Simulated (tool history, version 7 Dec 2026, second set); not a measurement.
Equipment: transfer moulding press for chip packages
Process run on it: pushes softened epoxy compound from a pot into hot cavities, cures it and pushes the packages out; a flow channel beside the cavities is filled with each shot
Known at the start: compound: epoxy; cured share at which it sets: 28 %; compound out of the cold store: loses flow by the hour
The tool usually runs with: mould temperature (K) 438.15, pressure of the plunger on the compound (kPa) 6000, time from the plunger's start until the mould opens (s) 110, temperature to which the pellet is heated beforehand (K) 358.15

| run | hour | mould temperature (K) | pressure of the plunger on the compound (kPa) | time from the plunger's start until the mould opens (s) | temperature to which the pellet is heated beforehand (K) | incoming compound's hours out of the cold store | length that the compound runs in the flow channel (mm) | greatest force on the pins that push the packages out (N) |
|---|---|---|---|---|---|---|---|---|
| 1 | 0 | 438.15 | 6000 | 110 | 358.15 | 35 | 829 | 741 |
| 2 | 60.8 | 438.15 | 6000 | 110 | 352.15 | 12.8 | 962 | 914 |
|  | 72 | cavities cleaned with cleaning compound and waxed |
| 3 | 107.5 | 438.15 | 6000 | 110 | 358.15 | 9.5 | 974 | 678 |
|  | 144.4 | plunger's sealing rings changed |
| 4 | 148 | 438.15 | 6000 | 110 | 358.15 | 41.3 | 866 | 735 |
| 5 | 187.3 | 438.15 | 6000 | 110 | 358.15 | 26.3 | 947 | 854 |
|  | 214.3 | cavities cleaned with cleaning compound and waxed |
| 6 | 241.4 | 438.15 | 6000 | 110 | 358.15 | 45.8 | 826 | 642 |
| 7 | 297.6 | 438.15 | 6000 | 110 | 358.15 | 30.4 | 917 | 774 |
| 8 | 332.5 | 435.15 | 6000 | 110 | 358.15 | 23.9 | 960 | 986 |
|  | 343.6 | mould's thermocouples calibrated |
|  | 356 | cavities cleaned with cleaning compound and waxed |
| 9 | 396.5 | 438.15 | 6000 | 140 | 358.15 | 26.2 | 933 | 601 |
| 10 | 431.7 | 438.15 | 6000 | 110 | 362.15 | 44.1 | 833 | 783 |
| 11 | 461.7 | 438.15 | 6000 | 110 | 362.15 | 36.6 | 858 | 849 |
|  | 496 | cavities cleaned with cleaning compound and waxed |
| 12 | 496.9 | 438.15 | 4680 | 110 | 362.15 | 44.1 | 733 | 552 |
| 13 | 551.4 | 438.15 | 4680 | 110 | 362.15 | 27.9 | 795 | 776 |
| 14 | 596.2 | 438.15 | 4680 | 110 | 362.15 | 16.5 | 866 | 868 |
|  | 634.7 | cavities cleaned with cleaning compound and waxed |
| 15 | 655.8 | 438.15 | 4680 | 110 | 362.15 | 8.7 | 886 | 661 |
| 16 | 702 | 438.15 | 4680 | 110 | 362.15 | 11.8 | 875 | 819 |
| 17 | 749.9 | 444.15 | 5920 | 106 | 364.15 | 20.6 | 906 | 741 |
|  | 774.7 | cavities cleaned with cleaning compound and waxed |
| 18 | 783.4 | 444.15 | 5920 | 106 | 364.15 | 28.3 | 861 | 507 |
| 19 | 831 | 444.15 | 5920 | 106 | 364.15 | 47.2 | 755 | 632 |
| 20 | 876.2 | 440.15 | 5510 | 109 | 366.15 | 39.3 | 771 | 747 |
|  | 913.9 | cavities cleaned with cleaning compound and waxed |
| 21 | 923.4 | 433.15 | 5510 | 140 | 366.15 | 42.1 | 769 | 566 |
|  | 944.2 | plunger's sealing rings changed |
| 22 | 979.9 | 433.15 | 5510 | 140 | 366.15 | 37.9 | 871 | 697 |
| 23 | 1017.6 | 440.15 | 5510 | 140 | 366.15 | 25.2 | 901 | 695 |
|  | 1055.5 | cavities cleaned with cleaning compound and waxed |
| 24 | 1067.7 | 438.15 | 6000 | 103 | 358.15 | 15.6 | 1003 | 718 |
| 25 | 1111.2 | 438.15 | 6000 | 101 | 355.15 | 23.4 | 970 | 907 |
| 26 | 1141.6 | 438.15 | 6230 | 148 | 360.15 | 41.1 | 866 | 655 |
| 27 | 1175.3 | 438.15 | 6520 | 95 | 363.15 | 42.1 | 879 | 1099 |
|  | 1195.9 | cavities cleaned with cleaning compound and waxed |
| 28 | 1219.2 | 438.15 | 6520 | 95 | 363.15 | 27.6 | 955 | 862 |
| 29 | 1253.2 | 438.15 | 6160 | 110 | 358.15 | 15 | 998 | 775 |

What if the next run were any one of these 3? Each begins from the tool's condition after run 29:
| A | 1281.8 | 438.15 | 6000 | 110 | 354.15 | 27.6 | ? | ? |
| B | 1281.8 | 445.15 | 4970 | 98 | 358.15 | 34 | ? | ? |
| C | 1281.8 | 438.15 | 6160 | 110 | 350.15 | 30.4 | ? | ? |

| run | length that the compound runs in the flow channel (mm) | greatest force on the pins that push the packages out (N) |
|---|---|---|
| A | 914 | 823 |
| B | 777 | 700 |
| C | 911 | 803 |
Take away the tool's hidden state, keep each run's random variation, and the runs would have read:
| run | length that the compound runs in the flow channel (mm) | greatest force on the pins that push the packages out (N) |
|---|---|---|
| A | 952 | 598 |
| B | 808 | 493 |
| C | 948 | 584 |
